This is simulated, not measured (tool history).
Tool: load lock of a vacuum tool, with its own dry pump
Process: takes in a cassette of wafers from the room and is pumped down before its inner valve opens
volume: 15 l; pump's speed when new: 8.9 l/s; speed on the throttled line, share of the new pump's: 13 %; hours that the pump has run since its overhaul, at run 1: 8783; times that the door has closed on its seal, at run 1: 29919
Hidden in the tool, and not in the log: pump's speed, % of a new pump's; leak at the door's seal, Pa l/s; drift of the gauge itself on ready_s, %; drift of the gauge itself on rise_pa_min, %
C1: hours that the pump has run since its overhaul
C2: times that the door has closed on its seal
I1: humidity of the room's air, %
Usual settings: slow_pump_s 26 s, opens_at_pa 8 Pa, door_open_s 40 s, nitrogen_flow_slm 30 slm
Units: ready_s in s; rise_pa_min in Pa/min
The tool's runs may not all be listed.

run 1 hour=0.0 | slow_pump_s=26 opens_at_pa=8 door_open_s=40 nitrogen_flow_slm=30 | C1=8783 C2=29919 | I1=44.7 | ready_s=40.5 rise_pa_min=0.602
run 2 hour=307.8 | slow_pump_s=26 opens_at_pa=8 door_open_s=39 nitrogen_flow_slm=30 | C1=9090 C2=30968 | I1=45.9 | ready_s=39.9 rise_pa_min=0.626
-- hour=563.3 door's seal changed, seat wiped
run 3 hour=658.4 | slow_pump_s=26 opens_at_pa=8 door_open_s=39 nitrogen_flow_slm=30 | C1=9440 C2=324 | I1=43.3 | ready_s=40.2 rise_pa_min=0.025
run 4 hour=898.1 | slow_pump_s=26 opens_at_pa=8 door_open_s=40 nitrogen_flow_slm=30 | C1=9679 C2=1141 | I1=46.0 | ready_s=40.2 rise_pa_min=0.037
run 5 hour=1124.3 | slow_pump_s=26 opens_at_pa=8 door_open_s=40 nitrogen_flow_slm=30 | C1=9905 C2=1911 | I1=44.4 | ready_s=39.7 rise_pa_min=0.036
run 6 hour=1393.6 | slow_pump_s=26 opens_at_pa=8 door_open_s=204 nitrogen_flow_slm=30 | C1=10175 C2=2829 | I1=45.2 | ready_s=40.1 rise_pa_min=0.086
run 7 hour=1671.8 | slow_pump_s=26 opens_at_pa=8 door_open_s=133 nitrogen_flow_slm=30 | C1=10453 C2=3776 | I1=47.6 | ready_s=40.2 rise_pa_min=0.077
run 8 hour=1968.7 | slow_pump_s=21 opens_at_pa=8 door_open_s=40 nitrogen_flow_slm=30 | C1=10750 C2=4788 | I1=43.2 | ready_s=36.3 rise_pa_min=0.060
run 9 hour=2188.4 | slow_pump_s=21 opens_at_pa=8 door_open_s=40 nitrogen_flow_slm=30 | C1=10970 C2=5536 | I1=44.8 | ready_s=36.3 rise_pa_min=0.069
run 10 hour=2480.1 | slow_pump_s=21 opens_at_pa=8 door_open_s=40 nitrogen_flow_slm=30 | C1=11261 C2=6530 | I1=41.1 | ready_s=35.8 rise_pa_min=0.078
run 11 hour=2752.6 | slow_pump_s=42 opens_at_pa=8 door_open_s=40 nitrogen_flow_slm=30 | C1=11534 C2=7458 | I1=44.1 | ready_s=54.4 rise_pa_min=0.086
run 12 hour=2937.6 | slow_pump_s=42 opens_at_pa=8 door_open_s=40 nitrogen_flow_slm=30 | C1=11719 C2=8088 | I1=45.5 | ready_s=54.8 rise_pa_min=0.099
run 13 hour=3089.7 | slow_pump_s=42 opens_at_pa=8 door_open_s=40 nitrogen_flow_slm=30 | C1=11871 C2=8606 | I1=46.5 | ready_s=53.4 rise_pa_min=0.105
run 14 hour=3291.9 | slow_pump_s=26 opens_at_pa=8 door_open_s=50 nitrogen_flow_slm=30 | C1=12073 C2=9295 | I1=43.5 | ready_s=40.5 rise_pa_min=0.112
run 15 hour=3514.7 | slow_pump_s=26 opens_at_pa=13 door_open_s=40 nitrogen_flow_slm=30 | C1=12296 C2=10055 | I1=45.3 | ready_s=39.4 rise_pa_min=0.119
run 16 hour=3828.1 | slow_pump_s=26 opens_at_pa=8 door_open_s=40 nitrogen_flow_slm=30 | C1=12609 C2=11122 | I1=48.0 | ready_s=41.0 rise_pa_min=0.139
run 17 hour=4061.0 | slow_pump_s=26 opens_at_pa=8 door_open_s=40 nitrogen_flow_slm=30 | C1=12842 C2=11915 | I1=49.5 | ready_s=40.0 rise_pa_min=0.152
run 18 hour=4335.5 | slow_pump_s=26 opens_at_pa=8 door_open_s=40 nitrogen_flow_slm=30 | C1=13117 C2=12851 | I1=47.4 | ready_s=41.0 rise_pa_min=0.163
run 19 hour=4483.8 | slow_pump_s=26 opens_at_pa=8 door_open_s=40 nitrogen_flow_slm=30 | C1=13265 C2=13356 | I1=45.8 | ready_s=40.7 rise_pa_min=0.172
run 20 hour=4736.5 | slow_pump_s=26 opens_at_pa=8 door_open_s=40 nitrogen_flow_slm=30 | C1=13518 C2=14217 | I1=45.8 | ready_s=40.7 rise_pa_min=0.179
run 21 hour=4981.8 | slow_pump_s=26 opens_at_pa=8 door_open_s=40 nitrogen_flow_slm=30 | C1=13763 C2=15052 | I1=48.6 | ready_s=40.8 rise_pa_min=0.197
run 22 hour=5187.1 | slow_pump_s=26 opens_at_pa=9 door_open_s=109 nitrogen_flow_slm=9 | C1=13968 C2=15752 | I1=43.7 | ready_s=40.6 rise_pa_min=0.251
run 23 hour=5366.6 | slow_pump_s=26 opens_at_pa=9 door_open_s=109 nitrogen_flow_slm=9 | C1=14148 C2=16363 | I1=46.2 | ready_s=40.8 rise_pa_min=0.263
run 24 hour=5668.0 | slow_pump_s=35 opens_at_pa=7 door_open_s=147 nitrogen_flow_slm=17 | C1=14449 C2=17390 | I1=44.2 | ready_s=48.5 rise_pa_min=0.286
run 25 hour=5946.3 | slow_pump_s=27 opens_at_pa=10 door_open_s=147 nitrogen_flow_slm=17 | C1=14727 C2=18338 | I1=42.2 | ready_s=41.4 rise_pa_min=0.302
run 26 hour=6173.8 | slow_pump_s=27 opens_at_pa=10 door_open_s=147 nitrogen_flow_slm=17 | C1=14955 C2=19113 | I1=45.7 | ready_s=41.6 rise_pa_min=0.323
run 27 hour=6441.6 | slow_pump_s=18 opens_at_pa=15 door_open_s=42 nitrogen_flow_slm=7 | C1=15223 C2=20025 | I1=48.2 | ready_s=33.4 rise_pa_min=0.322
run 28 hour=6798.0 | slow_pump_s=18 opens_at_pa=15 door_open_s=42 nitrogen_flow_slm=18 | C1=15579 C2=21239 | I1=42.6 | ready_s=32.7 rise_pa_min=0.321
run 29 hour=7018.4 | slow_pump_s=26 opens_at_pa=15 door_open_s=42 nitrogen_flow_slm=24 | C1=15800 C2=21990 | I1=46.6 | ready_s=39.6 rise_pa_min=0.351
run 30 hour=7232.4 | slow_pump_s=26 opens_at_pa=13 door_open_s=42 nitrogen_flow_slm=37 | C1=16014 C2=22719 | I1=41.9 | ready_s=39.8 rise_pa_min=0.348
run 31 hour=7569.3 | slow_pump_s=26 opens_at_pa=13 door_open_s=70 nitrogen_flow_slm=11 | C1=16350 C2=23867 | I1=48.2 | ready_s=39.7 rise_pa_min=0.419
run 32 hour=7826.5 | slow_pump_s=16 opens_at_pa=15 door_open_s=70 nitrogen_flow_slm=32 | C1=16608 C2=24743 | I1=42.8 | ready_s=31.8 rise_pa_min=0.415
run 33 hour=8022.3 | slow_pump_s=22 opens_at_pa=8 door_open_s=40 nitrogen_flow_slm=30 | C1=16803 C2=25410 | I1=46.9 | ready_s=38.2 rise_pa_min=0.419
run 34 hour=8341.2 | slow_pump_s=13 opens_at_pa=11 door_open_s=40 nitrogen_flow_slm=30 | C1=17122 C2=26496 | I1=47.8 | ready_s=29.7 rise_pa_min=0.455
run 35 hour=8566.8 | slow_pump_s=13 opens_at_pa=11 door_open_s=40 nitrogen_flow_slm=30 | C1=17348 C2=27265 | I1=41.9 | ready_s=29.8 rise_pa_min=0.463
run 36 hour=8844.8 | slow_pump_s=13 opens_at_pa=11 door_open_s=40 nitrogen_flow_slm=30 | C1=17626 C2=28212 | I1=44.1 | ready_s=30.0 rise_pa_min=0.503
run 37 hour=9001.2 | slow_pump_s=13 opens_at_pa=14 door_open_s=116 nitrogen_flow_slm=30 | C1=17782 C2=28745 | I1=44.3 | ready_s=29.7 rise_pa_min=0.537
run 38 hour=9190.5 | slow_pump_s=13 opens_at_pa=14 door_open_s=116 nitrogen_flow_slm=30 | C1=17972 C2=29390 | I1=44.2 | ready_s=29.1 rise_pa_min=0.563

How the hidden state differs across the entries between the runs, from the last listed run before each to the first after it:
Between runs 2 and 3: door's seal changed, seat wiped (hour 563.3)
  pump's speed, % of a new pump's: 90.1 -> 89.7; leak at the door's seal, Pa l/s: 0.1528 -> 0.0025
  measured less the result without the state, ready_s: +1.3 -> +1.5 s; rise_pa_min: +0.601 -> +0.003 Pa/min
